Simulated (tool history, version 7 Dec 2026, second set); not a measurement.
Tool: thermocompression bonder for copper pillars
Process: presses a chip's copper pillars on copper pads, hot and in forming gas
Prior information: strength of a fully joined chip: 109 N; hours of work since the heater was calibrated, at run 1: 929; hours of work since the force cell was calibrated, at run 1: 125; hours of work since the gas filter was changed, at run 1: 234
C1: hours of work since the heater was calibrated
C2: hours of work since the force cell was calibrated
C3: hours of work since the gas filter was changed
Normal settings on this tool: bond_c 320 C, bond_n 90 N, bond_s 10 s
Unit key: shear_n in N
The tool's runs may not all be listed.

run 1 hour=0.0 | bond_c=320 bond_n=90 bond_s=10 | C1=929 C2=125 C3=234 | shear_n=76.1
run 2 hour=9.5 | bond_c=320 bond_n=90 bond_s=10 | C1=935 C2=131 C3=240 | shear_n=76.5
run 3 hour=18.5 | bond_c=320 bond_n=90 bond_s=10 | C1=941 C2=137 C3=246 | shear_n=76.4
run 4 hour=25.8 | bond_c=320 bond_n=90 bond_s=10 | C1=946 C2=142 C3=251 | shear_n=74.4
run 5 hour=36.1 | bond_c=320 bond_n=90 bond_s=10 | C1=953 C2=149 C3=258 | shear_n=75.5
run 6 hour=46.4 | bond_c=320 bond_n=90 bond_s=10 | C1=960 C2=156 C3=265 | shear_n=73.3
run 7 hour=58.0 | bond_c=320 bond_n=90 bond_s=24 | C1=967 C2=163 C3=272 | shear_n=87.3
-- hour=60.8 heater calibrated with a thermocouple chip
run 8 hour=72.2 | bond_c=320 bond_n=90 bond_s=20 | C1=8 C2=171 C3=280 | shear_n=86.0
run 9 hour=78.6 | bond_c=320 bond_n=90 bond_s=20 | C1=12 C2=176 C3=285 | shear_n=84.9
run 10 hour=89.9 | bond_c=335 bond_n=90 bond_s=25 | C1=19 C2=183 C3=292 | shear_n=91.3
-- hour=94.8 heater calibrated with a thermocouple chip, once more
run 11 hour=101.0 | bond_c=335 bond_n=90 bond_s=17 | C1=4 C2=189 C3=298 | shear_n=87.9
run 12 hour=106.9 | bond_c=335 bond_n=90 bond_s=17 | C1=8 C2=193 C3=302 | shear_n=85.3
run 13 hour=113.6 | bond_c=335 bond_n=90 bond_s=17 | C1=12 C2=198 C3=307 | shear_n=86.1
run 14 hour=123.8 | bond_c=291 bond_n=90 bond_s=29 | C1=19 C2=204 C3=313 | shear_n=69.6
run 15 hour=131.2 | bond_c=343 bond_n=92 bond_s=18 | C1=24 C2=209 C3=318 | shear_n=88.8
run 16 hour=136.8 | bond_c=343 bond_n=92 bond_s=18 | C1=28 C2=213 C3=322 | shear_n=89.2
-- hour=142.5 forming gas filter changed
run 17 hour=150.0 | bond_c=316 bond_n=95 bond_s=6 | C1=36 C2=221 C3=5 | shear_n=70.2

5 options for the next run, each taken on its own from the tool as it stands now. Forecast them:
run A hour=157.9 | bond_c=293 bond_n=105 bond_s=10 | C1=42 C2=227 C3=10 | shear_n=?
run B hour=157.9 | bond_c=320 bond_n=125 bond_s=16 | C1=42 C2=227 C3=10 | shear_n=?
run C hour=157.9 | bond_c=333 bond_n=61 bond_s=16 | C1=42 C2=227 C3=10 | shear_n=?
run D hour=157.9 | bond_c=321 bond_n=70 bond_s=6 | C1=42 C2=227 C3=10 | shear_n=?
run E hour=157.9 | bond_c=323 bond_n=90 bond_s=10 | C1=42 C2=227 C3=10 | shear_n=?

run=A shear_n=66.6
run=B shear_n=98.3
run=C shear_n=82.1
run=D shear_n=61.0
run=E shear_n=82.5
Without the tool's unlogged condition, the same runs would have read:
run=A shear_n=66.5
run=B shear_n=98.4
run=C shear_n=82.1
run=D shear_n=60.8
run=E shear_n=82.5
